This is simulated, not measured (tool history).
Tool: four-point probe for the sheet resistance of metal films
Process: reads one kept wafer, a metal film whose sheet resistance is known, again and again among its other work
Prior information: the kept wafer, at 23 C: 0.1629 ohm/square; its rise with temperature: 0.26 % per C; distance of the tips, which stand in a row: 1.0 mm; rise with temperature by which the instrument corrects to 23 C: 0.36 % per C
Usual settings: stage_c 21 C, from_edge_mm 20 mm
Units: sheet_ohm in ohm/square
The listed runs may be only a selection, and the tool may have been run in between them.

Run 1, hour 0: usual settings. Result: sheet_ohm 0.163881 ohm/square.
Run 2, hour 107.3: usual settings. Result: sheet_ohm 0.163912 ohm/square.
Run 3, hour 225.4: usual settings. Result: sheet_ohm 0.163944 ohm/square.
Run 4, hour 290.4: usual settings. Result: sheet_ohm 0.163918 ohm/square.
Run 5, hour 360.4: usual settings. Result: sheet_ohm 0.164015 ohm/square.
Run 6, hour 432.8: usual settings. Result: sheet_ohm 0.163977 ohm/square.
Run 7, hour 558.1: usual settings. Result: sheet_ohm 0.164021 ohm/square.
Run 8, hour 684.6: usual settings. Result: sheet_ohm 0.164098 ohm/square.
Run 9, hour 744.5: usual settings but stage_c 25 C. Result: sheet_ohm 0.163427 ohm/square.
Run 10, hour 842.7: usual settings but stage_c 18 C. Result: sheet_ohm 0.164633 ohm/square.
Run 11, hour 903.6: usual settings but stage_c 18 C. Result: sheet_ohm 0.164546 ohm/square.
Run 12, hour 1007.3: usual settings but stage_c 18 C. Result: sheet_ohm 0.164575 ohm/square.
Run 13, hour 1097.2: usual settings but stage_c 18 C. Result: sheet_ohm 0.164561 ohm/square.
Run 14, hour 1199.5: usual settings but stage_c 18 C. Result: sheet_ohm 0.164609 ohm/square.
Run 15, hour 1296.7: usual settings but stage_c 18 C. Result: sheet_ohm 0.164609 ohm/square.
Run 16, hour 1376.1: usual settings but stage_c 18 C. Result: sheet_ohm 0.164718 ohm/square.
Run 17, hour 1492.7: usual settings but stage_c 18 C. Result: sheet_ohm 0.164713 ohm/square.
Run 18, hour 1552.6: usual settings but stage_c 18 C. Result: sheet_ohm 0.164755 ohm/square.
Run 19, hour 1617.1: usual settings but stage_c 18 C. Result: sheet_ohm 0.164748 ohm/square.
Run 20, hour 1678.4: usual settings but stage_c 18 C. Result: sheet_ohm 0.164761 ohm/square.
Run 21, hour 1807.8: usual settings but stage_c 18 C. Result: sheet_ohm 0.164796 ohm/square.
Run 22, hour 1914.3: usual settings but stage_c 18 C. Result: sheet_ohm 0.164793 ohm/square.
Run 23, hour 2021.7: usual settings but stage_c 33 C, from_edge_mm 7 mm. Result: sheet_ohm 0.163947 ohm/square.
Run 24, hour 2152.5: usual settings but stage_c 25 C, from_edge_mm 31 mm. Result: sheet_ohm 0.163629 ohm/square.
Run 25, hour 2241.8: usual settings but stage_c 32 C, from_edge_mm 5 mm. Result: sheet_ohm 0.165807 ohm/square.
Run 26, hour 2352.1: usual settings but stage_c 32 C, from_edge_mm 5 mm. Result: sheet_ohm 0.165797 ohm/square.
Run 27, hour 2416.9: usual settings but stage_c 27 C, from_edge_mm 9 mm. Result: sheet_ohm 0.16433 ohm/square.
Run 28, hour 2481.5: usual settings but stage_c 18 C, from_edge_mm 10 mm. Result: sheet_ohm 0.165632 ohm/square.
Run 29, hour 2597.6: usual settings but stage_c 22 C, from_edge_mm 22 mm. Result: sheet_ohm 0.164305 ohm/square.
Run 30, hour 2725: usual settings but stage_c 22 C, from_edge_mm 22 mm. Result: sheet_ohm 0.16433 ohm/square.
Run 31, hour 2812.5: usual settings but stage_c 26 C, from_edge_mm 8 mm. Result: sheet_ohm 0.164861 ohm/square.
Run 32, hour 2906.1: usual settings but stage_c 28 C, from_edge_mm 12 mm. Result: sheet_ohm 0.163808 ohm/square.
Run 33, hour 2997.9: usual settings but stage_c 27 C, from_edge_mm 38 mm. Result: sheet_ohm 0.163451 ohm/square.
Run 34, hour 3055.5: usual settings but stage_c 27 C, from_edge_mm 38 mm. Result: sheet_ohm 0.163437 ohm/square.
Run 35, hour 3169.2: usual settings but stage_c 27 C, from_edge_mm 38 mm. Result: sheet_ohm 0.163409 ohm/square.
Run 36, hour 3253.9: usual settings but stage_c 27 C, from_edge_mm 49 mm. Result: sheet_ohm 0.163424 ohm/square.
Run 37, hour 3350.6: usual settings but stage_c 24 C, from_edge_mm 8 mm. Result: sheet_ohm 0.165243 ohm/square.
Run 38, hour 3442.3: usual settings but stage_c 19 C, from_edge_mm 66 mm. Result: sheet_ohm 0.164784 ohm/square.
Run 39, hour 3573.7: usual settings but stage_c 19 C, from_edge_mm 66 mm. Result: sheet_ohm 0.164858 ohm/square.
Run 40, hour 3627: usual settings but stage_c 19 C, from_edge_mm 66 mm. Result: sheet_ohm 0.164783 ohm/square.
Run 41, hour 3729.4: usual settings but stage_c 26 C. Result: sheet_ohm 0.163852 ohm/square.
Run 42, hour 3851.1: usual settings but stage_c 26 C. Result: sheet_ohm 0.163887 ohm/square.
Run 43, hour 3939.6: usual settings but stage_c 26 C. Result: sheet_ohm 0.163891 ohm/square.
Run 44, hour 4034.8: usual settings but stage_c 32 C, from_edge_mm 70 mm. Result: sheet_ohm 0.162831 ohm/square.

Not shown: 2 entries that the log had between the listed runs. Between which runs, and how does the tool's hidden state differ before and after?
From run 10 to run 11: stage's thermometer calibrated (hour 871.6)
  inner tips' distance over the nominal, %: 0.319 -> 0.328; tips' flats over new ones', %: 32 -> 33; wafer's true temperature over the reading, C: 0.24 -> -0.06
  measured value less the no-hidden-state value, sheet_ohm: +0.000669 -> +0.000559 ohm/square
From run 34 to run 35: stage's thermometer calibrated (hour 3065.8)
  inner tips' distance over the nominal, %: 0.602 -> 0.617; tips' flats over new ones', %: 44 -> 45; wafer's true temperature over the reading, C: 0.23 -> 0
  measured value less the no-hidden-state value, sheet_ohm: +0.001154 -> +0.001086 ohm/square

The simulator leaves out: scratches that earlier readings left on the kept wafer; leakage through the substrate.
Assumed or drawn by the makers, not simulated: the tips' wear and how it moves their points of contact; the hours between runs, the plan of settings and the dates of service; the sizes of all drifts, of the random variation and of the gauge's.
